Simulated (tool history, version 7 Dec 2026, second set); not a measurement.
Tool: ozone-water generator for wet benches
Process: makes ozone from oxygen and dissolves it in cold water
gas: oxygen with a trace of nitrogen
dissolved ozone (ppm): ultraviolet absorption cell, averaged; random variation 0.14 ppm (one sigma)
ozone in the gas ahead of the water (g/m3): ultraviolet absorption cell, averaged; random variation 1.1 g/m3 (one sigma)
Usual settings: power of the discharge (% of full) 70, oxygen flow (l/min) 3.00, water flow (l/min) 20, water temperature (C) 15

| run | hour | power of the discharge (% of full) | oxygen flow (l/min) | water flow (l/min) | water temperature (C) | dissolved ozone (ppm) | ozone in the gas ahead of the water (g/m3) |
|---|---|---|---|---|---|---|---|
| 1 | 0.0 | 70 | 3.00 | 20 | 15 | 15.7 | 199.3 |
| 2 | 64.0 | 70 | 3.00 | 20 | 15 | 16.0 | 195.4 |
| 3 | 98.0 | 70 | 3.00 | 20 | 15 | 16.0 | 194.1 |
| 4 | 153.5 | 74 | 3.00 | 20 | 15 | 16.8 | 203.9 |
| 5 | 182.6 | 74 | 3.00 | 20 | 15 | 16.7 | 203.8 |
| 6 | 222.1 | 70 | 3.00 | 24 | 15 | 13.9 | 196.9 |
| 7 | 283.9 | 70 | 3.00 | 15 | 15 | 19.8 | 195.0 |
| 8 | 345.9 | 70 | 3.00 | 20 | 15 | 16.2 | 194.8 |
| 9 | 413.5 | 70 | 3.00 | 20 | 15 | 15.8 | 197.0 |
| 10 | 481.0 | 44 | 3.00 | 20 | 15 | 11.4 | 138.4 |
|  | 540.1 | water thermometer calibrated |
| 11 | 551.7 | 70 | 3.00 | 17 | 15 | 18.1 | 197.4 |
| 12 | 591.6 | 70 | 3.00 | 17 | 15 | 18.1 | 195.4 |
| 13 | 636.4 | 70 | 3.00 | 20 | 15 | 15.8 | 195.1 |
|  | 705.2 | water thermometer calibrated, once more |
| 14 | 708.0 | 70 | 3.00 | 20 | 15 | 15.9 | 194.2 |
| 15 | 763.5 | 70 | 3.00 | 20 | 15 | 15.8 | 196.7 |
| 16 | 820.4 | 70 | 3.00 | 20 | 15 | 15.8 | 194.3 |
| 17 | 862.9 | 70 | 3.00 | 20 | 15 | 15.8 | 195.5 |
| 18 | 911.5 | 68 | 3.00 | 22 | 15 | 14.0 | 188.9 |
| 19 | 943.5 | 68 | 3.00 | 22 | 15 | 14.2 | 189.6 |
| 20 | 982.5 | 68 | 3.00 | 22 | 15 | 14.1 | 191.1 |
| 21 | 1018.9 | 67 | 3.60 | 22 | 10 | 15.5 | 171.3 |
| 22 | 1053.5 | 67 | 3.60 | 22 | 10 | 15.3 | 171.4 |
| 23 | 1115.2 | 44 | 3.00 | 20 | 9 | 12.0 | 139.4 |
| 24 | 1164.9 | 100 | 2.54 | 20 | 9 | 20.8 | 269.2 |
| 25 | 1220.2 | 100 | 2.54 | 20 | 9 | 20.5 | 268.9 |
| 26 | 1277.6 | 100 | 2.54 | 20 | 9 | 20.6 | 269.1 |
| 27 | 1328.8 | 70 | 3.00 | 17 | 22 | 16.3 | 193.1 |
| 28 | 1394.0 | 70 | 2.12 | 17 | 21 | 15.9 | 229.5 |
| 29 | 1451.9 | 70 | 4.06 | 20 | 8 | 17.7 | 165.4 |
| 30 | 1496.2 | 76 | 4.06 | 29 | 8 | 14.0 | 175.7 |
| 31 | 1525.7 | 85 | 3.87 | 20 | 15 | 18.8 | 195.4 |
| 32 | 1575.6 | 85 | 3.87 | 20 | 15 | 18.6 | 194.7 |
| 33 | 1607.6 | 51 | 3.87 | 20 | 13 | 13.5 | 135.4 |

Some steps in dissolved ozone (ppm) between neighbouring runs. How much of each would the tool show without its hidden state too (settings, what came in, random variation), and how much is left for the hidden state, with any gauge scatter that isn't in both results?
The hidden state here: yield of the discharge, % of new electrodes'; contactor's efficiency, % of a clean one's; true water temperature over the reading, C; drift of the gauge itself on ozone_ppm, %; drift of the gauge itself on gas_g_m3, %.
Run 6 -> 7: water flow (l/min) 24 -> 15. dissolved ozone (ppm) +5.9: hidden state -0.3, all else +6.2.
Run 10 -> 11: power of the discharge (% of full) 44 -> 70, water flow (l/min) 20 -> 17, water thermometer calibrated. dissolved ozone (ppm) +6.7: hidden state -0.5, all else +7.2.
Run 23 -> 24: power of the discharge (% of full) 44 -> 100, oxygen flow (l/min) 3.00 -> 2.54. dissolved ozone (ppm) +8.8: hidden state -0.8, all else +9.6.
Run 26 -> 27: power of the discharge (% of full) 100 -> 70, oxygen flow (l/min) 2.54 -> 3.00, water flow (l/min) 20 -> 17, water temperature (C) 9 -> 22. dissolved ozone (ppm) -4.3: hidden state +0.5, all else -4.8.

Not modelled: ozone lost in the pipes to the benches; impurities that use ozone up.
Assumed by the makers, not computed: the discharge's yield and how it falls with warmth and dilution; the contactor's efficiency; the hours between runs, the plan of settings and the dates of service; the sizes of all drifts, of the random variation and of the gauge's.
